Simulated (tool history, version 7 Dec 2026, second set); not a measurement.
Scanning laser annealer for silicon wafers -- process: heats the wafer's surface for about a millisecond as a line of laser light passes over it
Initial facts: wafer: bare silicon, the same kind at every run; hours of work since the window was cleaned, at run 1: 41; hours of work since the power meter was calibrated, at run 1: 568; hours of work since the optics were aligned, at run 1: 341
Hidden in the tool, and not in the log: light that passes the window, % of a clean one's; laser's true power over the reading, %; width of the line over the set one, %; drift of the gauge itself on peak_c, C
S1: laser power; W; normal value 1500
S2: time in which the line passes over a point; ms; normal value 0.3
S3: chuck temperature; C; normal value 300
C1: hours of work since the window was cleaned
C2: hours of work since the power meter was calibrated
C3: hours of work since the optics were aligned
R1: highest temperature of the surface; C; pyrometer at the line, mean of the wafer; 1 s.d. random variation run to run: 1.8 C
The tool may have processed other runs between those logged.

run 1 hour=0 | S1=1500 S2=0.3 S3=300 | C1=41 C2=568 C3=341 | R1=992
run 2 hour=12.8 | S1=1409 S2=0.3 S3=300 | C1=48 C2=574 C3=348 | R1=942
run 3 hour=41.2 | S1=1500 S2=0.3 S3=300 | C1=63 C2=589 C3=363 | R1=991
run 4 hour=65.8 | S1=1562 S2=0.3 S3=300 | C1=76 C2=602 C3=375 | R1=1023
run 5 hour=84.6 | S1=1500 S2=0.3 S3=300 | C1=85 C2=612 C3=385 | R1=990
run 6 hour=116.3 | S1=1500 S2=0.3 S3=337 | C1=102 C2=628 C3=401 | R1=1027
run 7 hour=136.3 | S1=1500 S2=0.3 S3=338 | C1=112 C2=639 C3=412 | R1=1028
run 8 hour=163.9 | S1=1500 S2=0.3 S3=338 | C1=126 C2=653 C3=426 | R1=1026
run 9 hour=184.1 | S1=1500 S2=0.3 S3=300 | C1=137 C2=663 C3=437 | R1=983
run 10 hour=208.5 | S1=1500 S2=0.3 S3=295 | C1=150 C2=676 C3=449 | R1=981
run 11 hour=222.4 | S1=1500 S2=0.284 S3=300 | C1=157 C2=683 C3=457 | R1=968
run 12 hour=248.9 | S1=1500 S2=0.284 S3=300 | C1=171 C2=697 C3=470 | R1=969
run 13 hour=274.2 | S1=1500 S2=0.284 S3=300 | C1=184 C2=710 C3=483 | R1=971
run 14 hour=288.4 | S1=1500 S2=0.3 S3=310 | C1=191 C2=717 C3=491 | R1=994
run 15 hour=316.8 | S1=1500 S2=0.3 S3=295 | C1=206 C2=732 C3=506 | R1=979
run 16 hour=345.3 | S1=1581 S2=0.265 S3=306 | C1=221 C2=747 C3=520 | R1=990
run 17 hour=371.3 | S1=1581 S2=0.265 S3=306 | C1=234 C2=760 C3=534 | R1=989
run 18 hour=399.4 | S1=1581 S2=0.265 S3=306 | C1=249 C2=775 C3=548 | R1=991
run 19 hour=415.6 | S1=1436 S2=0.263 S3=336 | C1=257 C2=783 C3=557 | R1=940
run 20 hour=439.3 | S1=1284 S2=0.373 S3=300 | C1=269 C2=796 C3=569 | R1=930
run 21 hour=465.8 | S1=1284 S2=0.373 S3=300 | C1=283 C2=809 C3=583 | R1=929
run 22 hour=490.7 | S1=1520 S2=0.3 S3=300 | C1=296 C2=822 C3=596 | R1=991
run 23 hour=508.5 | S1=1520 S2=0.3 S3=319 | C1=305 C2=832 C3=605 | R1=1007

Difference, measured minus no-hidden-state, one row per run. Run-to-run variation is common to both terms; the gauge's own scatter need not be:
run=1 R1=-8
run=2 R1=-8
run=3 R1=-9
run=4 R1=-10
run=5 R1=-10
run=6 R1=-11
run=7 R1=-12
run=8 R1=-12
run=9 R1=-13
run=10 R1=-13
run=11 R1=-14
run=12 R1=-14
run=13 R1=-15
run=14 R1=-16
run=15 R1=-16
run=16 R1=-17
run=17 R1=-18
run=18 R1=-18
run=19 R1=-17
run=20 R1=-18
run=21 R1=-19
run=22 R1=-21
run=23 R1=-22
